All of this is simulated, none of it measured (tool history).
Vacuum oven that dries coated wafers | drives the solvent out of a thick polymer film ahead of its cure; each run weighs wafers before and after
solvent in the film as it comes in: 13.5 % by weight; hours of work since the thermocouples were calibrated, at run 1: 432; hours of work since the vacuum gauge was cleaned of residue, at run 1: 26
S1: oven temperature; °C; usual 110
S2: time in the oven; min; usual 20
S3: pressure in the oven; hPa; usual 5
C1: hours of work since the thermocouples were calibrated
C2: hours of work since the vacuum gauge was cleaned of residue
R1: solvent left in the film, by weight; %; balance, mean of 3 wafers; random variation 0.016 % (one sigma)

run 1 hour=0 | S1=110 S2=20 S3=5 | C1=432 C2=26 | R1=0.59
run 2 hour=8.1 | S1=110 S2=20 S3=5 | C1=436 C2=30 | R1=0.57
run 3 hour=18.4 | S1=110 S2=20 S3=5 | C1=440 C2=35 | R1=0.61
run 4 hour=27.6 | S1=110 S2=20 S3=6.26 | C1=445 C2=39 | R1=0.62
run 5 hour=35 | S1=110 S2=20 S3=6.26 | C1=448 C2=42 | R1=0.63
run 6 hour=41.5 | S1=110 S2=20 S3=6.26 | C1=451 C2=46 | R1=0.59
run 7 hour=48.1 | S1=110 S2=20 S3=6.26 | C1=455 C2=49 | R1=0.61
run 8 hour=54.4 | S1=110 S2=20 S3=6.26 | C1=458 C2=52 | R1=0.63
run 9 hour=63.7 | S1=110 S2=20 S3=6.26 | C1=462 C2=56 | R1=0.6
run 10 hour=73.5 | S1=110 S2=20 S3=6.26 | C1=467 C2=61 | R1=0.64
run 11 hour=80.4 | S1=119 S2=20 S3=5 | C1=470 C2=64 | R1=0.16
run 12 hour=86.1 | S1=119 S2=20 S3=5 | C1=473 C2=67 | R1=0.17
run 13 hour=97.6 | S1=119 S2=20 S3=5 | C1=478 C2=72 | R1=0.17
run 14 hour=105.9 | S1=119 S2=20 S3=5 | C1=482 C2=76 | R1=0.17
run 15 hour=115.8 | S1=108 S2=20 S3=5 | C1=487 C2=81 | R1=0.78
run 16 hour=128 | S1=95 S2=23 S3=3.8 | C1=493 C2=87 | R1=2.97
run 17 hour=136.8 | S1=122 S2=19 S3=13.01 | C1=497 C2=91 | R1=0.28
run 18 hour=143.5 | S1=122 S2=19 S3=13.01 | C1=500 C2=94 | R1=0.29
run 19 hour=152.7 | S1=122 S2=19 S3=13.01 | C1=504 C2=98 | R1=0.27
run 20 hour=163.2 | S1=110 S2=24 S3=5.14 | C1=509 C2=103 | R1=0.39
run 21 hour=175 | S1=110 S2=24 S3=5.14 | C1=515 C2=109 | R1=0.41
run 22 hour=186.3 | S1=114 S2=20 S3=8.48 | C1=520 C2=114 | R1=0.41
run 23 hour=194.5 | S1=114 S2=20 S3=8.48 | C1=524 C2=118 | R1=0.38
run 24 hour=205.8 | S1=114 S2=20 S3=13.42 | C1=530 C2=124 | R1=0.56
run 25 hour=214.9 | S1=112 S2=24 S3=5 | C1=534 C2=128 | R1=0.27
run 26 hour=226.9 | S1=110 S2=20 S3=3.07 | C1=540 C2=134 | R1=0.53

The next listed run, before its measurement:
run 27 hour=234.5 | S1=110 S2=20 S3=3.07 | C1=543 C2=137 | R1=?

{"run 27": {"R1": 0.56}}
Without the tool's hidden state the same run would have given R1 0.52 %.

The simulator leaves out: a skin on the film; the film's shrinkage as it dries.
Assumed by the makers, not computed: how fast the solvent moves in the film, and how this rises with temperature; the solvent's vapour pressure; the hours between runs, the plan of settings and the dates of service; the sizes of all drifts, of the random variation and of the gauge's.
